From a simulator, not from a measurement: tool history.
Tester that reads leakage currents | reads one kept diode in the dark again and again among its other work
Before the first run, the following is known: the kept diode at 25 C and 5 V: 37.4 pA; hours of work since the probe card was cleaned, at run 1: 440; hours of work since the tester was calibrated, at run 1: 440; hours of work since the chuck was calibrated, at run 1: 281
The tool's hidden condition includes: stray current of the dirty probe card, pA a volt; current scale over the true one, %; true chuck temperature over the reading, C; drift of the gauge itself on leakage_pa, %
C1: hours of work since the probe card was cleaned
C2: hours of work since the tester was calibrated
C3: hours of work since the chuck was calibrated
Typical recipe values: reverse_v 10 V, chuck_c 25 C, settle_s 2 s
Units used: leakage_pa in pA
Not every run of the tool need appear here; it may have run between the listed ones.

{"run": 1, "hour": 0.0, "reverse_v": 10, "chuck_c": 25, "settle_s": 2, "C1": 440, "C2": 440, "C3": 281, "leakage_pa": 51.16}
{"run": 2, "hour": 145.5, "reverse_v": 10, "chuck_c": 25, "settle_s": 2, "C1": 530, "C2": 530, "C3": 371, "leakage_pa": 51.89}
{"run": 3, "hour": 282.1, "reverse_v": 1.2, "chuck_c": 25, "settle_s": 2, "C1": 615, "C2": 615, "C3": 456, "leakage_pa": 22.23}
{"run": 4, "hour": 452.9, "reverse_v": 1.2, "chuck_c": 25, "settle_s": 2, "C1": 721, "C2": 721, "C3": 562, "leakage_pa": 22.43}
{"run": 5, "hour": 634.1, "reverse_v": 10, "chuck_c": 25, "settle_s": 2, "C1": 834, "C2": 834, "C3": 675, "leakage_pa": 53.92}
{"run": 6, "hour": 777.4, "reverse_v": 10, "chuck_c": 25, "settle_s": 2, "C1": 923, "C2": 923, "C3": 764, "leakage_pa": 54.48}
{"run": 7, "hour": 857.7, "reverse_v": 10, "chuck_c": 25, "settle_s": 2, "C1": 973, "C2": 973, "C3": 814, "leakage_pa": 54.8}
{"run": 8, "hour": 945.1, "reverse_v": 1.3, "chuck_c": 25, "settle_s": 2, "C1": 1027, "C2": 1027, "C3": 868, "leakage_pa": 23.63}
{"run": 9, "hour": 1117.6, "reverse_v": 1.3, "chuck_c": 25, "settle_s": 2, "C1": 1134, "C2": 1134, "C3": 975, "leakage_pa": 23.9}
{"hour": 1151.0, "done": "chuck's temperature calibrated"}
{"run": 10, "hour": 1244.2, "reverse_v": 1.3, "chuck_c": 25, "settle_s": 2, "C1": 1212, "C2": 1212, "C3": 58, "leakage_pa": 22.84}
{"run": 11, "hour": 1341.6, "reverse_v": 1.3, "chuck_c": 25, "settle_s": 2.04, "C1": 1272, "C2": 1272, "C3": 118, "leakage_pa": 23.03}
{"run": 12, "hour": 1507.0, "reverse_v": 10, "chuck_c": 25, "settle_s": 2, "C1": 1375, "C2": 1375, "C3": 221, "leakage_pa": 54.49}
{"run": 13, "hour": 1624.1, "reverse_v": 2.2, "chuck_c": 25, "settle_s": 2, "C1": 1448, "C2": 1448, "C3": 294, "leakage_pa": 28.96}
{"run": 14, "hour": 1763.8, "reverse_v": 2.2, "chuck_c": 25, "settle_s": 2, "C1": 1534, "C2": 1534, "C3": 381, "leakage_pa": 29.31}
{"run": 15, "hour": 1947.4, "reverse_v": 2.2, "chuck_c": 25, "settle_s": 2, "C1": 1648, "C2": 1648, "C3": 495, "leakage_pa": 29.6}
{"run": 16, "hour": 2109.4, "reverse_v": 2.2, "chuck_c": 25, "settle_s": 2, "C1": 1749, "C2": 1749, "C3": 595, "leakage_pa": 29.63}
{"run": 17, "hour": 2265.6, "reverse_v": 2.2, "chuck_c": 25, "settle_s": 2, "C1": 1846, "C2": 1846, "C3": 692, "leakage_pa": 29.79}
{"run": 18, "hour": 2358.6, "reverse_v": 7.1, "chuck_c": 25, "settle_s": 2, "C1": 1904, "C2": 1904, "C3": 750, "leakage_pa": 50.05}
{"run": 19, "hour": 2481.5, "reverse_v": 7.1, "chuck_c": 25, "settle_s": 2, "C1": 1980, "C2": 1980, "C3": 827, "leakage_pa": 50.57}
{"run": 20, "hour": 2610.3, "reverse_v": 7.1, "chuck_c": 48, "settle_s": 2, "C1": 2060, "C2": 2060, "C3": 907, "leakage_pa": 295.66}
{"run": 21, "hour": 2707.6, "reverse_v": 10, "chuck_c": 23, "settle_s": 7.25, "C1": 2121, "C2": 2121, "C3": 967, "leakage_pa": 51.45}
{"hour": 2757.3, "done": "chuck's temperature calibrated"}
{"run": 22, "hour": 2804.5, "reverse_v": 10, "chuck_c": 25, "settle_s": 1.04, "C1": 2180, "C2": 2180, "C3": 29, "leakage_pa": 57.43}
{"run": 23, "hour": 2927.8, "reverse_v": 10, "chuck_c": 25, "settle_s": 1.51, "C1": 2256, "C2": 2256, "C3": 106, "leakage_pa": 57.73}
{"run": 24, "hour": 3010.5, "reverse_v": 5.5, "chuck_c": 40, "settle_s": 0.65, "C1": 2308, "C2": 2308, "C3": 157, "leakage_pa": 140.92}
{"run": 25, "hour": 3180.9, "reverse_v": 11.3, "chuck_c": 44, "settle_s": 2, "C1": 2414, "C2": 2414, "C3": 263, "leakage_pa": 257.39}
{"run": 26, "hour": 3293.3, "reverse_v": 1.2, "chuck_c": 53, "settle_s": 0.53, "C1": 2483, "C2": 2483, "C3": 333, "leakage_pa": 203.83}
{"run": 27, "hour": 3403.4, "reverse_v": 1.2, "chuck_c": 53, "settle_s": 0.53, "C1": 2552, "C2": 2552, "C3": 401, "leakage_pa": 205.59}
{"run": 28, "hour": 3522.6, "reverse_v": 1.2, "chuck_c": 53, "settle_s": 0.53, "C1": 2626, "C2": 2626, "C3": 475, "leakage_pa": 205.02}
{"run": 29, "hour": 3643.2, "reverse_v": 8.5, "chuck_c": 25, "settle_s": 2.37, "C1": 2701, "C2": 2701, "C3": 550, "leakage_pa": 56.66}
{"run": 30, "hour": 3807.0, "reverse_v": 1, "chuck_c": 35, "settle_s": 6.69, "C1": 2802, "C2": 2802, "C3": 652, "leakage_pa": 49.7}
{"run": 31, "hour": 3898.7, "reverse_v": 8.9, "chuck_c": 43, "settle_s": 0.43, "C1": 2859, "C2": 2859, "C3": 709, "leakage_pa": 225.01}
{"run": 32, "hour": 3986.0, "reverse_v": 2.3, "chuck_c": 57, "settle_s": 0.43, "C1": 2914, "C2": 2914, "C3": 763, "leakage_pa": 358.98}
{"hour": 4119.0, "done": "probe card cleaned and baked"}
{"run": 33, "hour": 4150.1, "reverse_v": 2.3, "chuck_c": 57, "settle_s": 0.43, "C1": 19, "C2": 3014, "C3": 863, "leakage_pa": 359.7}
{"hour": 4204.7, "done": "tester calibrated"}
{"run": 34, "hour": 4289.8, "reverse_v": 3.2, "chuck_c": 43, "settle_s": 6.46, "C1": 105, "C2": 53, "C3": 949, "leakage_pa": 144.89}
{"hour": 4365.9, "done": "chuck's temperature calibrated"}
{"run": 35, "hour": 4421.0, "reverse_v": 10.9, "chuck_c": 39, "settle_s": 0.47, "C1": 185, "C2": 133, "C3": 34, "leakage_pa": 164.34}
{"run": 36, "hour": 4547.1, "reverse_v": 3.1, "chuck_c": 25, "settle_s": 7.81, "C1": 263, "C2": 211, "C3": 113, "leakage_pa": 31.86}
{"run": 37, "hour": 4651.6, "reverse_v": 3.1, "chuck_c": 25, "settle_s": 7.81, "C1": 328, "C2": 276, "C3": 177, "leakage_pa": 32.08}
{"run": 38, "hour": 4778.2, "reverse_v": 7.2, "chuck_c": 47, "settle_s": 7.53, "C1": 407, "C2": 355, "C3": 256, "leakage_pa": 259.46}
{"run": 39, "hour": 4922.7, "reverse_v": 7.2, "chuck_c": 47, "settle_s": 7.53, "C1": 497, "C2": 445, "C3": 346, "leakage_pa": 261.55}
{"run": 40, "hour": 5024.0, "reverse_v": 6.3, "chuck_c": 40, "settle_s": 7.53, "C1": 560, "C2": 508, "C3": 409, "leakage_pa": 147.01}

Below are 4 alternative next runs, each starting from the tool's condition after run 40. Predict each:
{"run": "A", "hour": 5122.5, "reverse_v": 6.3, "chuck_c": 40, "settle_s": 5.19, "C1": 621, "C2": 569, "C3": 470, "leakage_pa": "?"}
{"run": "B", "hour": 5122.5, "reverse_v": 10, "chuck_c": 60, "settle_s": 3.33, "C1": 621, "C2": 569, "C3": 470, "leakage_pa": "?"}
{"run": "C", "hour": 5122.5, "reverse_v": 1.1, "chuck_c": 30, "settle_s": 4.79, "C1": 621, "C2": 569, "C3": 470, "leakage_pa": "?"}
{"run": "D", "hour": 5122.5, "reverse_v": 7.6, "chuck_c": 42, "settle_s": 2, "C1": 621, "C2": 569, "C3": 470, "leakage_pa": "?"}

run=A leakage_pa=147.49
run=B leakage_pa=765.06
run=C leakage_pa=33.12
run=D leakage_pa=186.2
Without the tool's hidden state the same runs would have given:
run=A leakage_pa=141.24
run=B leakage_pa=740.02
run=C leakage_pa=31.71
run=D leakage_pa=178.46
